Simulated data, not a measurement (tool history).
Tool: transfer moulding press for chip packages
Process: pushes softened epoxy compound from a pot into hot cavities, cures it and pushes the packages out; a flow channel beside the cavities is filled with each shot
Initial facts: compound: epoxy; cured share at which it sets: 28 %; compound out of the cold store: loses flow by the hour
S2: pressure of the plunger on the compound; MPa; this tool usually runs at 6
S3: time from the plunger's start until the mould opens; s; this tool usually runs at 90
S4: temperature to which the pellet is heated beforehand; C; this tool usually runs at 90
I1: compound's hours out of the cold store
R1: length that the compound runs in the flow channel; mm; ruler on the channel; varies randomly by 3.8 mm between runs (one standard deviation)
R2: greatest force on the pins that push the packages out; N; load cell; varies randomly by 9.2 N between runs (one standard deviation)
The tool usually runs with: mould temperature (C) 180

Run 1, hour 0: usual settings; I1 23.6. Result: R1 948 mm, R2 632 N.
Run 2, hour 26: usual settings but S3 87 s; I1 39.3. Result: R1 846 mm, R2 770 N.
Run 3, hour 43.3: usual settings but S3 87 s; I1 27.9. Result: R1 923 mm, R2 784 N.
Run 4, hour 63.7: usual settings but S3 87 s; I1 33.9. Result: R1 880 mm, R2 574 N.
Run 5, hour 96.5: usual settings but S3 87 s; I1 46.3. Result: R1 803 mm, R2 484 N.
Run 6, hour 132.5: usual settings but S3 87 s, S4 83 C; I1 22.7. Result: R1 951 mm, R2 472 N.
Run 7, hour 152.6: usual settings but S3 87 s, S4 83 C; I1 15.6. Result: R1 998 mm, R2 601 N.
Run 8, hour 175.8: usual settings but S3 87 s, S4 83 C; I1 46.8. Result: R1 789 mm, R2 496 N.
Run 9, hour 192.8: usual settings but S3 87 s, S4 83 C; I1 46.6. Result: R1 790 mm, R2 427 N.
Run 10, hour 208.5: usual settings but S2 4.76 MPa, S3 87 s, S4 83 C; I1 11.8. Result: R1 915 mm, R2 545 N.
Run 11, hour 237.3: usual settings but mould temperature (C) 176; I1 39.5. Result: R1 864 mm, R2 474 N.
Run 12, hour 260.2: usual settings; I1 32.7. Result: R1 900 mm, R2 574 N.
Run 13, hour 276.9: usual settings; I1 41.9. Result: R1 832 mm, R2 428 N.
Run 14, hour 306.1: usual settings; I1 20.1. Result: R1 967 mm, R2 613 N.
Run 15, hour 325.8: usual settings; I1 46.9. Result: R1 798 mm, R2 487 N.
Run 16, hour 358.6: usual settings but mould temperature (C) 186, S3 126 s, S4 82 C; I1 33.3. Result: R1 868 mm, R2 409 N.
Run 17, hour 375.1: usual settings but mould temperature (C) 186, S3 126 s, S4 82 C; I1 17.5. Result: R1 970 mm, R2 535 N.
Run 18, hour 402.1: usual settings but mould temperature (C) 186, S3 126 s, S4 82 C; I1 34.5. Result: R1 856 mm, R2 437 N.
Run 19, hour 426.9: usual settings but mould temperature (C) 184, S2 5.33 MPa, S3 124 s, S4 82 C; I1 32.1. Result: R1 821 mm, R2 579 N.
Run 20, hour 452.6: usual settings but mould temperature (C) 184, S2 6.45 MPa, S3 104 s, S4 82 C; I1 12.3. Result: R1 1051 mm, R2 531 N.
Run 21, hour 477.4: usual settings but mould temperature (C) 184, S2 6.45 MPa, S3 104 s, S4 82 C; I1 37.9. Result: R1 854 mm, R2 428 N.
Run 22, hour 496.1: usual settings but mould temperature (C) 184, S2 6.45 MPa, S3 104 s, S4 82 C; I1 17.1. Result: R1 1037 mm, R2 538 N.
Run 23, hour 529.4: usual settings but mould temperature (C) 176, S3 102 s, S4 94 C; I1 19.4. Result: R1 1008 mm, R2 514 N.
Run 24, hour 553.3: usual settings but S2 6.74 MPa, S3 93 s, S4 93 C; I1 38.3. Result: R1 906 mm, R2 413 N.
Run 25, hour 574.1: usual settings but S2 6.74 MPa, S3 93 s, S4 93 C; I1 36.9. Result: R1 908 mm, R2 547 N.
Run 26, hour 600.5: usual settings but S2 5.66 MPa, S3 93 s, S4 93 C; I1 35.9. Result: R1 848 mm, R2 450 N.
Run 27, hour 633.6: usual settings but mould temperature (C) 174, S2 5.66 MPa, S3 93 s; I1 22.3. Result: R1 954 mm, R2 472 N.

The log once held 19 entries between its listed runs, left out of this copy. Where does each go, and what is different about the tool's unlogged condition between the listed run before it and the listed run after it?
In the gap between runs 1 and 2: cavities cleaned with cleaning compound and waxed (hour 6.9)
  true mould temperature over the reading, C: 0.28 -> 0.3; pressure that reaches the compound, % of what is set: 98.11 -> 97.61; grip of the stained cavities, % over clean ones': 50.2 -> 82
  what was measured, less what the result would be without the hidden state, R1: -10 -> -11 mm; R2: +210 -> +342 N
In the gap between runs 3 and 4: cavities cleaned with cleaning compound and waxed (hour 46.3)
  true mould temperature over the reading, C: 0.32 -> 0.33; pressure that reaches the compound, % of what is set: 97.18 -> 96.7; grip of the stained cavities, % over clean ones': 88.7 -> 33.4
  what was measured, less what the result would be without the hidden state, R1: -14 -> -16 mm; R2: +366 -> +140 N
In the gap between runs 4 and 5: cavities cleaned with cleaning compound and waxed (hour 86.8)
  true mould temperature over the reading, C: 0.33 -> 0.36; pressure that reaches the compound, % of what is set: 96.7 -> 95.96; grip of the stained cavities, % over clean ones': 33.4 -> 18.1
  what was measured, less what the result would be without the hidden state, R1: -16 -> -18 mm; R2: +140 -> +72 N
In the gap between runs 5 and 6: cavities cleaned with cleaning compound and waxed (hour 126.7)
  true mould temperature over the reading, C: 0.36 -> 0.4; pressure that reaches the compound, % of what is set: 95.96 -> 95.17; grip of the stained cavities, % over clean ones': 18.1 -> 13
  what was measured, less what the result would be without the hidden state, R1: -18 -> -26 mm; R2: +72 -> +50 N
In the gap between runs 7 and 8: cavities cleaned with cleaning compound and waxed (hour 165.8)
  true mould temperature over the reading, C: 0.42 -> 0.44; pressure that reaches the compound, % of what is set: 94.69 -> 94.18; grip of the stained cavities, % over clean ones': 43.2 -> 21.1
  what was measured, less what the result would be without the hidden state, R1: -29 -> -26 mm; R2: +176 -> +84 N
In the gap between runs 8 and 9: cavities cleaned with cleaning compound and waxed, once more (hour 192.8)
  true mould temperature over the reading, C: 0.44 -> 0.45; pressure that reaches the compound, % of what is set: 94.18 -> 93.81; grip of the stained cavities, % over clean ones': 21.1 -> 0.7
  what was measured, less what the result would be without the hidden state, R1: -26 -> -27 mm; R2: +84 -> -1 N
In the gap between runs 10 and 11: plunger's sealing rings changed (hour 224.1); cavities cleaned with cleaning compound and waxed (hour 235.2)
  true mould temperature over the reading, C: 0.47 -> 0.49; pressure that reaches the compound, % of what is set: 93.45 -> 99.3; grip of the stained cavities, % over clean ones': 29.2 -> 4.8
  what was measured, less what the result would be without the hidden state, R1: -33 -> -4 mm; R2: +117 -> +13 N
In the gap between runs 12 and 13: cavities cleaned with cleaning compound and waxed (hour 275.1)
  true mould temperature over the reading, C: 0.52 -> 0.53; pressure that reaches the compound, % of what is set: 98.8 -> 98.44; grip of the stained cavities, % over clean ones': 41.1 -> 8
  what was measured, less what the result would be without the hidden state, R1: -7 -> -8 mm; R2: +164 -> +29 N
In the gap between runs 14 and 15: cavities cleaned with cleaning compound and waxed (hour 314.4)
  true mould temperature over the reading, C: 0.56 -> 0.58; pressure that reaches the compound, % of what is set: 97.79 -> 97.38; grip of the stained cavities, % over clean ones': 50.6 -> 22.2
  what was measured, less what the result would be without the hidden state, R1: -13 -> -12 mm; R2: +205 -> +85 N
In the gap between runs 15 and 16: cavities cleaned with cleaning compound and waxed (hour 354.9)
  true mould temperature over the reading, C: 0.58 -> 0.61; pressure that reaches the compound, % of what is set: 97.38 -> 96.68; grip of the stained cavities, % over clean ones': 22.2 -> 9.8
  what was measured, less what the result would be without the hidden state, R1: -12 -> -17 mm; R2: +85 -> +37 N
In the gap between runs 17 and 18: cavities cleaned with cleaning compound and waxed (hour 394.9)
  true mould temperature over the reading, C: 0.62 -> 0.65; pressure that reaches the compound, % of what is set: 96.28 -> 95.71; grip of the stained cavities, % over clean ones': 36.9 -> 15.3
  what was measured, less what the result would be without the hidden state, R1: -21 -> -20 mm; R2: +144 -> +57 N
In the gap between runs 19 and 20: cavities cleaned with cleaning compound and waxed (hour 433.7)
  true mould temperature over the reading, C: 0.67 -> 0.7; pressure that reaches the compound, % of what is set: 95.15 -> 94.63; grip of the stained cavities, % over clean ones': 50.1 -> 35.3
  what was measured, less what the result would be without the hidden state, R1: -22 -> -32 mm; R2: +191 -> +138 N
In the gap between runs 20 and 21: cavities cleaned with cleaning compound and waxed (hour 472.4)
  true mould temperature over the reading, C: 0.7 -> 0.72; pressure that reaches the compound, % of what is set: 94.63 -> 94.03; grip of the stained cavities, % over clean ones': 35.3 -> 13.7
  what was measured, less what the result would be without the hidden state, R1: -32 -> -29 mm; R2: +138 -> +51 N
In the gap between runs 21 and 22: plunger's sealing rings changed (hour 492.3)
  true mould temperature over the reading, C: 0.72 -> 0.74; pressure that reaches the compound, % of what is set: 94.03 -> 99.6; grip of the stained cavities, % over clean ones': 13.7 -> 38.8
  what was measured, less what the result would be without the hidden state, R1: -29 -> -4 mm; R2: +51 -> +149 N
In the gap between runs 22 and 23: cavities cleaned with cleaning compound and waxed (hour 514.8)
  true mould temperature over the reading, C: 0.74 -> 0.77; pressure that reaches the compound, % of what is set: 99.6 -> 98.9; grip of the stained cavities, % over clean ones': 38.8 -> 27.2
  what was measured, less what the result would be without the hidden state, R1: -4 -> -9 mm; R2: +149 -> +104 N
In the gap between runs 23 and 24: cavities cleaned with cleaning compound and waxed (hour 553.3)
  true mould temperature over the reading, C: 0.77 -> 0.79; pressure that reaches the compound, % of what is set: 98.9 -> 98.4; grip of the stained cavities, % over clean ones': 27.2 -> 0.8
  what was measured, less what the result would be without the hidden state, R1: -9 -> -10 mm; R2: +104 -> -2 N
In the gap between runs 25 and 26: cavities cleaned with cleaning compound and waxed (hour 594.7)
  true mould temperature over the reading, C: 0.81 -> 0.84; pressure that reaches the compound, % of what is set: 97.91 -> 97.32; grip of the stained cavities, % over clean ones': 35.6 -> 13.8
  what was measured, less what the result would be without the hidden state, R1: -12 -> -14 mm; R2: +138 -> +50 N
In the gap between runs 26 and 27: cavities cleaned with cleaning compound and waxed (hour 633.4)
  true mould temperature over the reading, C: 0.84 -> 0.87; pressure that reaches the compound, % of what is set: 97.32 -> 96.54; grip of the stained cavities, % over clean ones': 13.8 -> 2.2
  what was measured, less what the result would be without the hidden state, R1: -14 -> -21 mm; R2: +50 -> -9 N

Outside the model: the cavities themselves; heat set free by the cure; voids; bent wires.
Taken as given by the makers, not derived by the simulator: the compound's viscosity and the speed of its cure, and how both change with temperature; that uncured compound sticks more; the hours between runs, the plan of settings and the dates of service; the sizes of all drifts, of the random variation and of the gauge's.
